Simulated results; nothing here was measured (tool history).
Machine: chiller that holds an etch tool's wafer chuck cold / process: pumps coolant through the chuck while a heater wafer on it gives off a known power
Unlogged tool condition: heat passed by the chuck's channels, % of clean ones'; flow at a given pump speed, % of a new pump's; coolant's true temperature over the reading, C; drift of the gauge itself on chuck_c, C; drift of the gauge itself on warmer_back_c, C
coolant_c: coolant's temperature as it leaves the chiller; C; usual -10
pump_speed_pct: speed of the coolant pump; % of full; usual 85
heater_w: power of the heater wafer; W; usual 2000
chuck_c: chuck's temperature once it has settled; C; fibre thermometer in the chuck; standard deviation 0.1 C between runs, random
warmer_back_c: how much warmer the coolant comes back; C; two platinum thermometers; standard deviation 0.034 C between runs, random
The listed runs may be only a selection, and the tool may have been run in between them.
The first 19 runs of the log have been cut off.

| run | hour | coolant_c | pump_speed_pct | heater_w | hours since the coolant was changed and the channels were flushed | hours since the pump was overhauled | hours since the chiller's thermometer was calibrated | chuck_c | warmer_back_c |
|---|---|---|---|---|---|---|---|---|---|
|  | 402.4 | gauge calibrated |
| 20 | 414.7 | -4 | 69 | 1535 | 909 | 417 | 1766 | 7.5 | 5.29 |
| 21 | 432.8 | -14 | 69 | 2075 | 927 | 435 | 1784 | 1.6 | 7.21 |
| 22 | 450.4 | -18 | 69 | 1064 | 945 | 453 | 1802 | -9.9 | 3.63 |
| 23 | 472.2 | -9 | 98 | 1893 | 967 | 475 | 1823 | 2.5 | 4.46 |
| 24 | 490.5 | -5 | 87 | 1329 | 985 | 493 | 1842 | 3.6 | 3.57 |
| 25 | 519.7 | -17 | 65 | 2000 | 1014 | 522 | 1871 | -1.2 | 7.27 |
| 26 | 538.9 | -17 | 65 | 1131 | 1033 | 541 | 1890 | -8.0 | 4.07 |
| 27 | 560.4 | -17 | 65 | 1131 | 1055 | 563 | 1912 | -8.1 | 4.08 |
| 28 | 587.5 | -18 | 77 | 1902 | 1082 | 590 | 1939 | -4.4 | 5.73 |
| 29 | 605.9 | -10 | 65 | 1528 | 1100 | 608 | 1957 | 2.2 | 5.52 |
| 30 | 624.3 | -6 | 91 | 2000 | 1119 | 627 | 1976 | 6.9 | 4.99 |
| 31 | 639.2 | -2 | 73 | 2000 | 1134 | 642 | 1990 | 12.7 | 6.42 |

Predict each of these 5 candidate next runs independently; none follows another, all start after run 31:
| A | 653.9 | -2 | 73 | 2512 | 1148 | 656 | 2005 | ? | ? |
| B | 653.9 | -2 | 73 | 1863 | 1148 | 656 | 2005 | ? | ? |
| C | 653.9 | -2 | 76 | 2000 | 1148 | 656 | 2005 | ? | ? |
| D | 653.9 | -7 | 99 | 2688 | 1148 | 656 | 2005 | ? | ? |
| E | 653.9 | -13 | 93 | 2548 | 1148 | 656 | 2005 | ? | ? |

| run | chuck_c | warmer_back_c |
|---|---|---|
| A | 16.3 | 7.98 |
| B | 11.5 | 5.89 |
| C | 12.3 | 6.10 |
| D | 9.3 | 6.22 |
| E | 3.1 | 6.28 |
The same runs, with their run-to-run variation unchanged, on a tool lacking any hidden condition would have given:
| run | chuck_c | warmer_back_c |
|---|---|---|
| A | 16.3 | 8.16 |
| B | 11.5 | 6.07 |
| C | 12.3 | 6.28 |
| D | 9.3 | 6.40 |
| E | 3.1 | 6.46 |
